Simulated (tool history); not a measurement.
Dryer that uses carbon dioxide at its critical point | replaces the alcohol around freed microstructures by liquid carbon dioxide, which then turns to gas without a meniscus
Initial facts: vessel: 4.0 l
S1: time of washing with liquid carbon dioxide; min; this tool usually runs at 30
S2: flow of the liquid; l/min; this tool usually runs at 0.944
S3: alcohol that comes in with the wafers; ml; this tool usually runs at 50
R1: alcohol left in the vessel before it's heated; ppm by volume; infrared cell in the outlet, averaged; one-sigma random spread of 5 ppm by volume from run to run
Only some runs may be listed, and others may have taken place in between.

run 1 hour=0.0 | S1=30 S2=0.944 S3=50 | R1=65
run 2 hour=29.5 | S1=30 S2=0.944 S3=50 | R1=66
run 3 hour=53.7 | S1=19 S2=0.944 S3=50 | R1=404
run 4 hour=66.2 | S1=19 S2=0.944 S3=50 | R1=405
run 5 hour=82.5 | S1=19 S2=0.944 S3=50 | R1=417
run 6 hour=95.8 | S1=19 S2=0.944 S3=21 | R1=187
run 7 hour=109.3 | S1=30 S2=1.509 S3=50 | R1=30
run 8 hour=137.3 | S1=25 S2=0.944 S3=50 | R1=157
run 9 hour=155.1 | S1=30 S2=0.944 S3=50 | R1=77
run 10 hour=171.4 | S1=20 S2=0.944 S3=110 | R1=794
run 11 hour=201.0 | S1=44 S2=0.607 S3=50 | R1=108
run 12 hour=227.9 | S1=44 S2=0.607 S3=50 | R1=110
run 13 hour=248.7 | S1=43 S2=1.072 S3=50 | R1=27
run 14 hour=266.6 | S1=24 S2=0.591 S3=47 | R1=913
run 15 hour=288.0 | S1=20 S2=1.148 S3=50 | R1=188
run 16 hour=309.7 | S1=20 S2=1.148 S3=50 | R1=189
run 17 hour=337.5 | S1=20 S2=0.878 S3=43 | R1=452
run 18 hour=366.6 | S1=33 S2=1.110 S3=28 | R1=30

Alternative continuations, all from the tool just after run 18; predict every row:
run A hour=385.4 | S1=33 S2=1.110 S3=23 | R1=?
run B hour=385.4 | S1=40 S2=0.630 S3=28 | R1=?
run C hour=385.4 | S1=30 S2=0.918 S3=50 | R1=?
run D hour=385.4 | S1=19 S2=0.944 S3=34 | R1=?
run E hour=385.4 | S1=19 S2=0.840 S3=47 | R1=?

run=A R1=30
run=B R1=103
run=C R1=115
run=D R1=338
run=E R1=677
Without the tool's hidden state the same runs would have given:
run=A R1=5
run=B R1=42
run=C R1=44
run=D R1=177
run=E R1=398
